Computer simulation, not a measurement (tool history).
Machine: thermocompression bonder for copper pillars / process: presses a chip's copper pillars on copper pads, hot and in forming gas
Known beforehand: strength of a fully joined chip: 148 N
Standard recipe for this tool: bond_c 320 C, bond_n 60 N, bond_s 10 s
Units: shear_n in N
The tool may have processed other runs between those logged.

Run 1, day 0: usual settings. Result: shear_n 106.3 N.
Run 2, day 0.238: usual settings. Result: shear_n 106.8 N.
Run 3, day 0.554: usual settings. Result: shear_n 105.7 N.
Run 4, day 0.838: usual settings. Result: shear_n 105.5 N.
Run 5, day 1.246: usual settings. Result: shear_n 106.3 N.
Run 6, day 1.592: usual settings. Result: shear_n 106.3 N.
Run 7, day 1.779: usual settings. Result: shear_n 106.8 N.
Run 8, day 2.046: usual settings. Result: shear_n 106.7 N.
Run 9, day 2.442: usual settings. Result: shear_n 106.2 N.
Run 10, day 2.838: usual settings but bond_n 52 N, bond_s 13 s. Result: shear_n 103.8 N.
Run 11, day 3.204: usual settings but bond_c 307 C, bond_n 41 N, bond_s 13 s. Result: shear_n 78.4 N.
Run 12, day 3.633: usual settings but bond_c 291 C, bond_n 41 N, bond_s 6 s. Result: shear_n 49.7 N.
Run 13, day 3.958: usual settings but bond_n 52 N, bond_s 20 s. Result: shear_n 115.5 N.
Run 14, day 4.362: usual settings but bond_n 52 N, bond_s 20 s. Result: shear_n 114.6 N.
Run 15, day 4.804: usual settings but bond_c 324 C, bond_n 52 N, bond_s 22 s. Result: shear_n 120.2 N.
Run 16, day 5.062: usual settings but bond_c 323 C, bond_n 87 N, bond_s 6 s. Result: shear_n 118.6 N.
Run 17, day 5.254: usual settings but bond_n 56 N. Result: shear_n 101.9 N.
Run 18, day 5.588: usual settings but bond_n 73 N, bond_s 8 s. Result: shear_n 113.8 N.

Each row is a separate what-if for the run after 18, all from the same tool condition, not one after another. Results?
Run A, day 6.004: usual settings but bond_c 298 C, bond_s 9 s. Result: shear_n ?.
Run B, day 6.004: usual settings but bond_c 332 C, bond_n 48 N, bond_s 16 s. Result: shear_n ?.
Run C, day 6.004: usual settings but bond_c 343 C, bond_n 82 N, bond_s 11 s. Result: shear_n ?.

run  shear_n
  A     87.3
  B    113.7
  C    137.5
Without the tool's unlogged condition, the same runs would have read:
run  shear_n
  A     87.6
  B    113.9
  C    137.7
